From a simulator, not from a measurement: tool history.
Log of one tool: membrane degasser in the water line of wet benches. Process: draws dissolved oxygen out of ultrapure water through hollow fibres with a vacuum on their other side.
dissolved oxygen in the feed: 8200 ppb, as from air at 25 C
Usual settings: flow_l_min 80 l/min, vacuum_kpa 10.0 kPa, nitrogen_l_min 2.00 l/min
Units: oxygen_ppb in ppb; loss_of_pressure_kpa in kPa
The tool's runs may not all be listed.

run	hour	flow_l_min	vacuum_kpa	nitrogen_l_min	oxygen_ppb	loss_of_pressure_kpa
1	0.0	80	10.0	2.00	688.2	57.55
2	39.0	80	10.0	2.00	683.9	57.87
# hour 77.2: vacuum gauge calibrated
3	128.3	80	10.0	2.00	681.4	57.75
4	198.5	80	10.0	2.00	679.0	58.04
5	256.3	80	10.0	2.00	679.3	57.94
6	298.7	80	10.0	2.00	670.7	58.16
7	337.0	80	10.0	2.00	669.9	57.75
8	401.0	80	10.0	2.00	676.3	58.36
9	489.4	80	10.0	2.00	682.8	57.78
10	537.9	80	8.1	2.00	554.1	58.57
11	577.5	80	8.1	2.00	547.0	57.91
12	645.8	110	9.4	2.60	792.5	79.91
13	693.9	110	9.4	4.32	667.5	79.98
14	756.4	100	9.4	1.28	1022.8	73.05
15	802.1	100	9.4	1.28	1004.0	72.56
16	868.0	92	9.4	0.81	1151.0	66.82
17	911.6	92	9.4	0.81	1168.6	66.48
18	970.8	52	19.2	2.93	648.3	37.91
19	1016.7	114	19.2	2.62	1504.0	83.11
20	1096.5	90	10.0	2.00	777.7	65.70
21	1146.2	71	10.0	1.12	849.0	52.11
22	1214.4	49	23.1	3.88	595.5	35.76

4 ways to go on from here, each from the tool as it stands after run 22. What would each give?
A	1251.8	49	23.1	1.32	?	?
B	1251.8	123	21.6	5.31	?	?
C	1251.8	59	18.6	0.81	?	?
D	1251.8	80	6.3	2.00	?	?

run	oxygen_ppb	loss_of_pressure_kpa
A	1356.7	35.56
B	1197.2	89.75
C	1710.3	42.99
D	416.7	58.59
Without the tool's hidden state the same runs would have given:
run	oxygen_ppb	loss_of_pressure_kpa
A	1346.9	34.65
B	1167.9	87.47
C	1700.3	41.90
D	395.7	57.11

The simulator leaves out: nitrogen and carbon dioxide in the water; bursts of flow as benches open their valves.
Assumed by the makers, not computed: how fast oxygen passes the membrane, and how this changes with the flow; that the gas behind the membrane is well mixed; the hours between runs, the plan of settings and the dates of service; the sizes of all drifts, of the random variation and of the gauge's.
